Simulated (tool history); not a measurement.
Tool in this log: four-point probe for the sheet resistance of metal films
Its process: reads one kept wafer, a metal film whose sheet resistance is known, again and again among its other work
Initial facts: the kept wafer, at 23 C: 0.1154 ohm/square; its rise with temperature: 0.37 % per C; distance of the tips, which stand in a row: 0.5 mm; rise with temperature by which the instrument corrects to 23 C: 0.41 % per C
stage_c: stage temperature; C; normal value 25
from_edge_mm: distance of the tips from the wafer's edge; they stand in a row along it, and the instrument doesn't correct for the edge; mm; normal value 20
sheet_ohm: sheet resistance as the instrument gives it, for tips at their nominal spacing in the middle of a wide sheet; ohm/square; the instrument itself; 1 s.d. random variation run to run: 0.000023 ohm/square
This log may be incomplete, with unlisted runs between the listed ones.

run	hour	stage_c	from_edge_mm	sheet_ohm
1	0	25	20	0.115379
2	26.2	25	20	0.115372
3	64.1	25	20	0.115363
4	103.3	25	20	0.115369
5	128.7	25	20	0.115357
6	160.8	25	20	0.115379
7	192.5	25	20	0.11534
8	217.4	20	20	0.115586
9	238.2	20	20	0.115526
10	263.4	20	19	0.115577
11	302.3	20	19	0.115527
12	325.2	21	20	0.115518
13	345.4	21	20	0.115454
14	382.2	21	20	0.115465
15	415.5	31	20	0.114976
16	442.4	31	20	0.115017
17	478.5	31	20	0.114999
18	509.2	31	14	0.115035
19	531.1	31	14	0.115034
20	564.2	25	20	0.115265
21	581.5	23	20	0.115343
22	606	19	15	0.115491
23	637.4	19	15	0.115567
24	666.7	23	15	0.115329
25	703.6	27	15	0.115174
26	720.4	22	35	0.115323
27	748.3	24	16	0.115299
28	775.3	24	16	0.11525
29	814.8	31	21	0.11491
30	843.4	25	18	0.11518
31	863.7	23	6	0.115682
32	891.8	23	6	0.115684
33	911.8	27	21	0.115087
34	932.9	27	21	0.115034
35	953.3	25	74	0.115101
36	989	28	9	0.115193
37	1024.1	26	7	0.115377
38	1061	26	7	0.11534
39	1086.2	25	29	0.115126
40	1112.6	29	75	0.114893

For run 41, what comes out?
41	1139.5	29	75	?

For run 41 the tool returned sheet_ohm 0.11491 ohm/square.
Take away the tool's hidden state, keep the run-to-run variation as it was, and the same run would have given sheet_ohm 0.115167 ohm/square.
